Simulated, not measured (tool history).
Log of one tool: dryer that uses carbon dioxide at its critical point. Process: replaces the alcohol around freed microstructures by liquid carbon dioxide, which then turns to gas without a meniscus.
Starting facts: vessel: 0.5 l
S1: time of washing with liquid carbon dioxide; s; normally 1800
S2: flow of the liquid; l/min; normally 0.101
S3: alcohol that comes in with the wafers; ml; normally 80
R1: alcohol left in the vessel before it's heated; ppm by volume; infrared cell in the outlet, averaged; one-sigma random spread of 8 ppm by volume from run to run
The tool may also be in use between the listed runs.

run 1 day=0.000 | S1=1800 S2=0.101 S3=80 | R1=759
run 2 day=0.467 | S1=1800 S2=0.101 S3=20 | R1=196
run 3 day=0.996 | S1=1800 S2=0.101 S3=20 | R1=198
run 4 day=1.375 | S1=1800 S2=0.101 S3=20 | R1=209
run 5 day=1.654 | S1=1800 S2=0.101 S3=20 | R1=201
run 6 day=2.071 | S1=1800 S2=0.101 S3=46 | R1=480
run 7 day=2.367 | S1=1800 S2=0.101 S3=46 | R1=471
run 8 day=2.883 | S1=1800 S2=0.101 S3=46 | R1=491
run 9 day=3.442 | S1=1800 S2=0.104 S3=80 | R1=757
run 10 day=3.821 | S1=1800 S2=0.082 S3=80 | R1=2200
run 11 day=4.250 | S1=1800 S2=0.082 S3=80 | R1=2215
run 12 day=4.592 | S1=1800 S2=0.101 S3=34 | R1=389
run 13 day=5.017 | S1=1800 S2=0.098 S3=42 | R1=584
run 14 day=5.567 | S1=1800 S2=0.098 S3=42 | R1=593
run 15 day=6.075 | S1=1620 S2=0.081 S3=25 | R1=1190
run 16 day=6.421 | S1=2520 S2=0.157 S3=27 | R1=18
run 17 day=6.967 | S1=1620 S2=0.101 S3=67 | R1=1407
run 18 day=7.346 | S1=1920 S2=0.103 S3=46 | R1=394
run 19 day=7.746 | S1=1680 S2=0.114 S3=55 | R1=548
run 20 day=7.979 | S1=1800 S2=0.072 S3=28 | R1=1483
run 21 day=8.538 | S1=1800 S2=0.072 S3=28 | R1=1526
run 22 day=9.096 | S1=2460 S2=0.138 S3=65 | R1=41
run 23 day=9.529 | S1=1260 S2=0.101 S3=119 | R1=7244
run 24 day=9.792 | S1=1260 S2=0.064 S3=38 | R1=8120

The logged runs with the hidden state left out (each run's random variation unchanged):
Hidden state at play: flow that reaches the vessel past the clogged filter, %; alcohol in the recycled carbon dioxide, ppm; drift of the gauge itself on alcohol_ppm, %.
run=1 R1=424
run=2 R1=105
run=3 R1=103
run=4 R1=111
run=5 R1=101
run=6 R1=247
run=7 R1=239
run=8 R1=242
run=9 R1=353
run=10 R1=1194
run=11 R1=1181
run=12 R1=178
run=13 R1=266
run=14 R1=268
run=15 R1=638
run=16 R1=1
run=17 R1=639
run=18 R1=147
run=19 R1=204
run=20 R1=762
run=21 R1=768
run=22 R1=9
run=23 R1=3642
run=24 R1=5179

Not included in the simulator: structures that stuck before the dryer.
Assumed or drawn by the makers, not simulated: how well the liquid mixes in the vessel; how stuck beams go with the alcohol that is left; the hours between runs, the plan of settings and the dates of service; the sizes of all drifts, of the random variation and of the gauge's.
